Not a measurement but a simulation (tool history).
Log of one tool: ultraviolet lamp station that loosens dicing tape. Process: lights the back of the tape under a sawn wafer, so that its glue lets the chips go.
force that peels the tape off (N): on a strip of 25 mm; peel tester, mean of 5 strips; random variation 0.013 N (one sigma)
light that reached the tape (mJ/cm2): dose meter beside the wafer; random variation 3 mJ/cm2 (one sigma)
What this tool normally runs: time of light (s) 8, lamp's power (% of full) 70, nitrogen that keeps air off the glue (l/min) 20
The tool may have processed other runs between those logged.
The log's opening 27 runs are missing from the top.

run,hour,time of light (s),lamp's power (% of full),nitrogen that keeps air off the glue (l/min),hours of work of the lamp,hours of work since the window was cleaned,force that peels the tape off (N),light that reached the tape (mJ/cm2)
28,273.0,6,83,9,221,330,1.756,344
29,287.0,5,79,8,230,340,2.428,275
30,297.5,5,79,8,237,346,2.559,269
31,305.8,5,79,8,243,352,2.438,271
32,316.1,5,79,18,249,359,1.644,267
33,329.8,13,87,27,258,368,0.156,768
34,337.8,8,91,20,263,373,0.475,495
35,345.9,5,70,12,269,378,2.343,235
36,353.9,10,70,12,274,383,0.809,474
37,367.8,8,91,37,283,393,0.283,492
38,379.7,8,91,37,291,400,0.279,485
39,387.6,6,70,20,296,406,1.455,277
40,398.5,6,70,20,303,413,1.407,284
41,404.9,6,70,20,307,417,1.495,279

Forecast run 42:
42,415.8,10,97,20,315,424,?,?

{"run 42": {"force that peels the tape off (N)": 0.258, "light that reached the tape (mJ/cm2)": 648}}
Were there no unlogged condition in the tool, this run, its random variation unchanged, would have produced force that peels the tape off (N) 0.178, light that reached the tape (mJ/cm2) 784.

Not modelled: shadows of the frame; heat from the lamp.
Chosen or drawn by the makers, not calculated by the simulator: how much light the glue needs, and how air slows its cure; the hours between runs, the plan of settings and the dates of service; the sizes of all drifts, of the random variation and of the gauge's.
